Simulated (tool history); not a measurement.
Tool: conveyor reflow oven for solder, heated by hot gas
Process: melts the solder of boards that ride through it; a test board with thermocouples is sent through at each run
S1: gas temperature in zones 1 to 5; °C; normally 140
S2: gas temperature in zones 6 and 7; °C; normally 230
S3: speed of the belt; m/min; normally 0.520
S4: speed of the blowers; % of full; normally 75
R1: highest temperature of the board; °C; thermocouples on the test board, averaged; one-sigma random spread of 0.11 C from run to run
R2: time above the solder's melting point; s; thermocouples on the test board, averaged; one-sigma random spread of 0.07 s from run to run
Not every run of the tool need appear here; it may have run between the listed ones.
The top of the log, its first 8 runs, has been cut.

run,day,S1,S2,S3,S4,R1,R2
9,20.338,125,230,0.520,75,206.6,38.98
# day 21.775: flux residue cleaned out of gas plates and filters, once more
10,23.650,125,230,0.520,75,211.4,44.47
# day 25.146: thermocouples of zones 6 and 7 changed
11,25.146,132,230,0.520,75,213.9,48.43
12,27.612,140,230,0.520,75,215.0,51.89
13,29.312,140,230,0.520,75,214.7,51.59
14,31.562,140,221,0.520,75,207.1,45.28
15,34.283,140,221,0.520,75,206.5,44.92
16,36.392,140,221,0.441,75,210.3,58.73
17,38.533,140,221,0.441,75,210.2,58.46
18,41.692,140,240,0.520,56,217.3,52.34
# day 42.333: flux residue cleaned out of gas plates and filters
19,43.679,140,240,0.426,65,227.5,73.39
20,46.462,140,230,0.524,78,215.0,51.97
21,48.767,153,230,0.538,72,215.4,55.37
22,50.983,147,237,0.520,75,221.6,58.88
23,53.996,140,230,0.520,60,210.8,47.97
24,56.654,140,230,0.479,89,218.4,60.20
25,60.038,140,244,0.461,89,231.4,70.45
# day 62.821: flux residue cleaned out of gas plates and filters
26,63.333,140,244,0.461,89,232.4,71.08
27,66.475,132,227,0.581,51,200.1,29.23
28,67.983,132,231,0.584,51,202.9,31.96
# day 68.546: thermocouples of zones 6 and 7 changed
29,70.458,140,230,0.560,70,211.6,45.57
30,73.712,140,230,0.560,70,211.3,45.33

Below are 3 alternative next runs, each starting from the tool's condition after run 30. Predict each:
A,76.650,130,230,0.472,55,?,?
B,76.650,140,234,0.520,75,?,?
C,76.650,143,230,0.472,80,?,?

run,R1,R2
A,210.7,50.04
B,217.6,54.46
C,218.0,62.24
Had the tool no hidden state, the same runs would have come out as:
run,R1,R2
A,211.5,49.31
B,218.7,53.57
C,219.1,61.12
